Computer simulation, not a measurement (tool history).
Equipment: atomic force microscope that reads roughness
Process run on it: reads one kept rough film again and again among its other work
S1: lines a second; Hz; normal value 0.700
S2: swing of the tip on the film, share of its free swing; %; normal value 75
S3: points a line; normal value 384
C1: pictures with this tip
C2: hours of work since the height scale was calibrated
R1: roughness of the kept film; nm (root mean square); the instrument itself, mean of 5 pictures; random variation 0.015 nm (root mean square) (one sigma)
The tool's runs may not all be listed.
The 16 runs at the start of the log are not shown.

Run 17, day 28.875: usual settings; C1 133; C2 1761. Result: R1 2.492 nm (root mean square).
At day 29.071: new tip fitted.
Run 18, day 30.242: usual settings but S3 363; C1 54; C2 1784. Result: R1 3.003 nm (root mean square).
At day 31.992: new tip fitted.
Run 19, day 31.992: usual settings but S2 82 %; C1 0; C2 1813. Result: R1 3.402 nm (root mean square).
Run 20, day 33.362: usual settings but S2 67 %; C1 63; C2 1836. Result: R1 3.006 nm (root mean square).
At day 34.962: new tip fitted.
Run 21, day 35.692: usual settings but S2 67 %, S3 717; C1 34; C2 1875. Result: R1 3.153 nm (root mean square).
Run 22, day 37.142: usual settings but S1 3.632 Hz, S2 57 %; C1 101; C2 1900. Result: R1 2.629 nm (root mean square).
At day 38.075: new tip fitted.
Run 23, day 38.321: usual settings but S1 1.113 Hz, S2 72 %; C1 12; C2 1919. Result: R1 3.287 nm (root mean square).
Run 24, day 39.608: usual settings but S3 412; C1 71; C2 1941. Result: R1 2.870 nm (root mean square).
At day 41.004: new tip fitted.
Run 25, day 41.996: usual settings but S3 555; C1 46; C2 1981. Result: R1 3.035 nm (root mean square).
Run 26, day 43.550: usual settings but S1 0.966 Hz, S2 90 %, S3 413; C1 118; C2 2007. Result: R1 2.384 nm (root mean square).
At day 43.971: new tip fitted.
Run 27, day 45.883: usual settings but S2 60 %; C1 89; C2 2046. Result: R1 2.764 nm (root mean square).
At day 46.879: new tip fitted.
Run 28, day 48.200: usual settings but S2 76 %; C1 61; C2 2084. Result: R1 3.001 nm (root mean square).
At day 49.658: height scale calibrated on a step standard.
At day 49.842: new tip fitted.
Run 29, day 50.371: usual settings but S2 76 %; C1 25; C2 12. Result: R1 3.317 nm (root mean square).
Run 30, day 51.788: usual settings but S2 76 %; C1 90; C2 36. Result: R1 2.891 nm (root mean square).
At day 52.821: new tip fitted.
Run 31, day 53.746: usual settings but S1 1.742 Hz, S3 935; C1 43; C2 68. Result: R1 2.994 nm (root mean square).
Run 32, day 55.217: usual settings but S1 2.406 Hz, S3 935; C1 111; C2 93. Result: R1 2.501 nm (root mean square).
At day 55.842: new tip fitted.
Run 33, day 57.679: usual settings but S1 1.655 Hz, S3 378; C1 85; C2 134. Result: R1 2.643 nm (root mean square).

Forecast each of these 4 alternatives for the next run:
At day 58.838: new tip fitted.
Run A, day 59.150: usual settings but S1 1.382 Hz, S3 912; C1 14; C2 159. Result: R1 ?.
At day 58.838: new tip fitted.
Run B, day 59.150: usual settings but S1 2.720 Hz, S2 68 %, S3 413; C1 14; C2 159. Result: R1 ?.
At day 58.838: new tip fitted.
Run C, day 59.150: usual settings but S1 1.601 Hz, S2 89 %, S3 457; C1 14; C2 159. Result: R1 ?.
At day 58.838: new tip fitted.
Run D, day 59.150: usual settings but S1 0.732 Hz; C1 14; C2 159. Result: R1 ?.

run     R1
  A  3.307
  B  3.237
  C  3.034
  D  3.421
What these runs would have given with no unlogged condition in the tool:
run     R1
  A  3.436
  B  3.363
  C  3.152
  D  3.555
